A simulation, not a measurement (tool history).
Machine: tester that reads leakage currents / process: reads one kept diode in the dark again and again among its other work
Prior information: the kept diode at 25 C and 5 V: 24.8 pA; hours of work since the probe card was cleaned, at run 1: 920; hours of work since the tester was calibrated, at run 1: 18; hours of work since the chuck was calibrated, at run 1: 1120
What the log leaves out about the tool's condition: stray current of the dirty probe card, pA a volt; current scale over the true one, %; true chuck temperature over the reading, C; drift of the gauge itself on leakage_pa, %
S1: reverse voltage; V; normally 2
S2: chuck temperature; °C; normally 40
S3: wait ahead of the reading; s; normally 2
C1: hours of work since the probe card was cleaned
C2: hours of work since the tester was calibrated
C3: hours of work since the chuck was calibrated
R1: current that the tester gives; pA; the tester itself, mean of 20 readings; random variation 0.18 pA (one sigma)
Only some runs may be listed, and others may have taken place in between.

run,day,S1,S2,S3,C1,C2,C3,R1
1,0,2,40,2,920,18,1120,56.87
2,2.112,2,40,2,948,47,1149,56.28
3,3.488,2,40,2,967,66,1167,56.76
4,5.088,2,40,2,989,88,1189,56.84
5,7.567,19.32,40,2,1023,121,1223,121.07
# day 8.279: chuck's temperature calibrated
6,10.483,19.32,40,2,1061,160,30,121.87
7,11.9,19.32,40,2,1080,179,49,121.28
8,13.9,19.32,40,2,1108,206,77,121.7
9,15.792,19.3,40,2,1134,232,102,120.96
10,17.462,19.3,40,2,1156,255,125,121.06
11,20.621,2,40,2,1199,298,168,56.81
12,22.979,2,40,1.2,1231,330,200,56.74
13,25.825,2,30,6.64,1270,369,239,27.17
14,28.658,2,23,6.64,1309,408,278,15.87
15,31.362,4.84,51,8.16,1346,444,314,160.66
16,32.962,1.29,23,0.75,1367,466,336,14.01
17,35.283,1.29,23,0.75,1399,498,368,13.96

Run 18, settings as shown, results not yet in. Your forecast:
18,37.838,1.29,23,0.75,1434,533,403,?

{"run 18": {"R1": 13.88}}
The same run, on a tool lacking any hidden state, would have yielded R1 13.87 pA.
